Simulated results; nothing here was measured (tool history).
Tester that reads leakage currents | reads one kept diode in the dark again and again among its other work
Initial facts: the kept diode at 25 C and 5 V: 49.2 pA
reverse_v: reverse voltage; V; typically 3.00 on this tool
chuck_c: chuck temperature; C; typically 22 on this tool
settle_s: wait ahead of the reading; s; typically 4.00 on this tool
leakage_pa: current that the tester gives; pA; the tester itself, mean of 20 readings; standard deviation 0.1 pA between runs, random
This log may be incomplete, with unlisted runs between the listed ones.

run 1 day=0.000 | reverse_v=3.00 chuck_c=22 settle_s=4.00 | leakage_pa=30.56
run 2 day=8.588 | reverse_v=3.00 chuck_c=22 settle_s=4.00 | leakage_pa=30.60
run 3 day=16.717 | reverse_v=3.00 chuck_c=22 settle_s=4.00 | leakage_pa=30.63
run 4 day=24.412 | reverse_v=3.00 chuck_c=22 settle_s=4.00 | leakage_pa=30.64
run 5 day=28.496 | reverse_v=3.00 chuck_c=22 settle_s=4.00 | leakage_pa=30.71
run 6 day=37.292 | reverse_v=3.00 chuck_c=22 settle_s=4.00 | leakage_pa=30.74
run 7 day=42.350 | reverse_v=6.74 chuck_c=22 settle_s=4.00 | leakage_pa=45.75
run 8 day=48.967 | reverse_v=6.74 chuck_c=22 settle_s=4.00 | leakage_pa=45.57
run 9 day=54.779 | reverse_v=3.00 chuck_c=44 settle_s=4.00 | leakage_pa=146.69
run 10 day=63.733 | reverse_v=1.26 chuck_c=22 settle_s=4.00 | leakage_pa=20.03
-- day=69.425 chuck's temperature calibrated
run 11 day=70.625 | reverse_v=3.00 chuck_c=22 settle_s=4.00 | leakage_pa=30.47
run 12 day=80.379 | reverse_v=3.00 chuck_c=22 settle_s=4.00 | leakage_pa=30.72
run 13 day=89.617 | reverse_v=11.41 chuck_c=22 settle_s=4.00 | leakage_pa=59.02
run 14 day=97.279 | reverse_v=11.41 chuck_c=22 settle_s=4.00 | leakage_pa=59.32
-- day=98.983 probe card cleaned and baked
-- day=103.321 tester calibrated
run 15 day=104.342 | reverse_v=11.41 chuck_c=22 settle_s=4.00 | leakage_pa=58.96
run 16 day=110.121 | reverse_v=11.41 chuck_c=22 settle_s=4.00 | leakage_pa=58.88
run 17 day=115.888 | reverse_v=3.00 chuck_c=22 settle_s=7.26 | leakage_pa=30.77
run 18 day=120.912 | reverse_v=2.33 chuck_c=22 settle_s=7.26 | leakage_pa=26.93
run 19 day=127.300 | reverse_v=16.72 chuck_c=22 settle_s=0.31 | leakage_pa=74.03
run 20 day=135.971 | reverse_v=16.72 chuck_c=22 settle_s=0.31 | leakage_pa=73.98
-- day=140.979 chuck's temperature calibrated
run 21 day=142.162 | reverse_v=16.72 chuck_c=43 settle_s=4.19 | leakage_pa=317.02
run 22 day=146.862 | reverse_v=3.54 chuck_c=57 settle_s=2.01 | leakage_pa=366.57
run 23 day=155.517 | reverse_v=18.29 chuck_c=32 settle_s=1.32 | leakage_pa=156.59
run 24 day=162.204 | reverse_v=18.29 chuck_c=32 settle_s=1.32 | leakage_pa=156.18
run 25 day=170.733 | reverse_v=18.29 chuck_c=20 settle_s=1.56 | leakage_pa=64.09
run 26 day=179.079 | reverse_v=4.56 chuck_c=30 settle_s=2.23 | leakage_pa=68.20

Predict the results of run 27:
run 27 day=186.900 | reverse_v=4.56 chuck_c=30 settle_s=2.23 | leakage_pa=?

{"run 27": {"leakage_pa": 68.47}}
The same run, on a tool lacking any hidden state, would have yielded leakage_pa 68.49 pA.
